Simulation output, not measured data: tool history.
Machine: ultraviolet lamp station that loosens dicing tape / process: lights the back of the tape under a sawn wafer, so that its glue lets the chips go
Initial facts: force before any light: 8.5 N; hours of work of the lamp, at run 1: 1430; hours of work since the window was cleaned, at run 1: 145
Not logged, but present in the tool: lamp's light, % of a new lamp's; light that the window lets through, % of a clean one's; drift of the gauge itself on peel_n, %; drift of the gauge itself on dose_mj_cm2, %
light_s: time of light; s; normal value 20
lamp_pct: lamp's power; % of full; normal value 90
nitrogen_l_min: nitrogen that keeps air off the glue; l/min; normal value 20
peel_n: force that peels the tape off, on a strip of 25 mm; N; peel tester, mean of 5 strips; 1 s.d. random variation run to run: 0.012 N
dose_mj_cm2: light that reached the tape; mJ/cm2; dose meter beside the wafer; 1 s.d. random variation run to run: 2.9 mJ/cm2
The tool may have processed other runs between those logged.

run,day,light_s,lamp_pct,nitrogen_l_min,hours of work of the lamp,hours of work since the window was cleaned,peel_n,dose_mj_cm2
1,0.000,20,90,20,1430,145,1.168,296
2,2.038,20,90,20,1460,176,1.211,291
3,4.458,20,62,20,1496,212,2.292,194
4,6.412,20,62,20,1525,240,2.258,190
5,9.362,20,90,12,1568,284,1.875,265
6,11.462,20,90,12,1599,315,1.958,265
7,14.000,20,90,12,1637,353,2.074,259
8,17.662,20,90,20,1691,407,1.559,250
# day 19.021: window cleaned of glue's vapour
9,19.700,20,90,20,1721,10,1.210,291
10,22.000,20,90,20,1755,44,1.268,281
11,24.383,20,90,20,1790,79,1.307,280
12,27.025,20,90,20,1830,119,1.318,271
13,28.867,20,90,20,1857,146,1.361,267
14,31.358,20,90,20,1894,183,1.492,262
# day 34.454: lamp changed
15,34.688,20,90,20,3,231,0.704,377
16,38.421,20,90,20,59,287,0.752,368
17,40.696,20,90,20,93,321,0.778,357
18,42.583,20,90,20,120,348,0.835,354
19,45.050,20,90,20,157,385,0.853,343
20,47.717,34,88,16,197,425,0.317,562
# day 47.938: window cleaned of glue's vapour
21,50.383,10,85,12,236,36,3.169,186
22,52.142,13,82,12,262,62,2.429,226
23,53.992,28,82,13,289,90,0.611,479
24,56.321,28,82,13,324,124,0.611,468
25,58.438,28,71,7,355,156,1.478,403
26,62.096,29,89,16,409,210,0.423,506
27,63.712,29,89,19,433,234,0.355,504
28,65.908,28,98,20,466,266,0.302,520
29,68.829,21,91,20,509,310,0.788,355
30,71.979,21,91,20,556,356,0.868,351
31,74.883,21,91,20,599,399,0.852,339
32,76.746,21,91,20,626,427,0.938,332
# day 76.983: window cleaned of glue's vapour
33,80.488,12,91,8,681,52,3.050,220
34,83.612,12,90,20,728,98,2.063,206

How the hidden state differs across the entries between the runs, from the last listed run before each to the first after it:
From run 8 to run 9: window cleaned of glue's vapour (day 19.021)
  lamp's light, % of a new lamp's: 70.5 -> 70; light that the window lets through, % of a clean one's: 85.4 -> 99
  the result without the hidden state subtracted from the measured one, peel_n: +1.008 -> +0.660 N; dose_mj_cm2: -165 -> -129 mJ/cm2
From run 14 to run 15: lamp changed (day 34.454)
  lamp's light, % of a new lamp's: 67.1 -> 98.6; light that the window lets through, % of a clean one's: 93 -> 91.4
  the result without the hidden state subtracted from the measured one, peel_n: +0.929 -> +0.154 N; dose_mj_cm2: -158 -> -41 mJ/cm2
From run 20 to run 21: window cleaned of glue's vapour (day 47.938)
  lamp's light, % of a new lamp's: 95.5 -> 94.8; light that the window lets through, % of a clean one's: 84.8 -> 98.3
  the result without the hidden state subtracted from the measured one, peel_n: +0.133 -> +0.224 N; dose_mj_cm2: -131 -> -14 mJ/cm2
From run 32 to run 33: window cleaned of glue's vapour (day 76.983)
  lamp's light, % of a new lamp's: 88.6 -> 87.8; light that the window lets through, % of a clean one's: 85.6 -> 98.2
  the result without the hidden state subtracted from the measured one, peel_n: +0.445 -> +0.455 N; dose_mj_cm2: -107 -> -35 mJ/cm2
